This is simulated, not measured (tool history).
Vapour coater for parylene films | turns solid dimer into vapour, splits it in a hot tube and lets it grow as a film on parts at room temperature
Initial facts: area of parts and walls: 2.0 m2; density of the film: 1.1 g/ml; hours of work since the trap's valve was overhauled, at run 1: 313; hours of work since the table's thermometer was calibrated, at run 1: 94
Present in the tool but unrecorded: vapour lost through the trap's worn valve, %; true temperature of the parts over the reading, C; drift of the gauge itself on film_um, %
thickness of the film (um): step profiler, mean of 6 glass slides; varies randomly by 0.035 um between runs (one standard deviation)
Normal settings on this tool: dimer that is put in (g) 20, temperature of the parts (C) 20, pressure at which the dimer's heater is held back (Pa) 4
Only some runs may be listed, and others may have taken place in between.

run	day	dimer that is put in (g)	temperature of the parts (C)	pressure at which the dimer's heater is held back (Pa)	hours of work since the trap's valve was overhauled	hours of work since the table's thermometer was calibrated	thickness of the film (um)
1	0	20	20	4	313	94	4.99
2	0.933	20	20	4	331	112	4.94
3	1.938	20	20	4	350	132	4.95
4	2.75	20	20	4	366	147	4.89
5	3.358	20	20	4	377	159	4.95
6	4.371	11	20	4	397	178	2.67
7	5.504	20	20	3.39	419	200	5.09
8	6.017	14	12	2.41	428	210	4.82
9	7.029	33	18	4	448	229	8.65
10	7.825	33	30	4	463	245	6.05

Alternative continuations, all from the tool just after run 10; predict every row:
A	8.938	18	30	3.89	485	266	?
B	8.938	33	19	7.31	485	266	?
C	8.938	33	17	11.96	485	266	?
D	8.938	25	17	4	485	266	?
E	8.938	22	20	11.37	485	266	?

run	thickness of the film (um)
A	3.32
B	7.6
C	7.32
D	6.77
E	4.44
Take away the tool's hidden state, keep each run's random variation, and the runs would have read:
run	thickness of the film (um)
A	3.33
B	7.62
C	7.33
D	6.78
E	4.45

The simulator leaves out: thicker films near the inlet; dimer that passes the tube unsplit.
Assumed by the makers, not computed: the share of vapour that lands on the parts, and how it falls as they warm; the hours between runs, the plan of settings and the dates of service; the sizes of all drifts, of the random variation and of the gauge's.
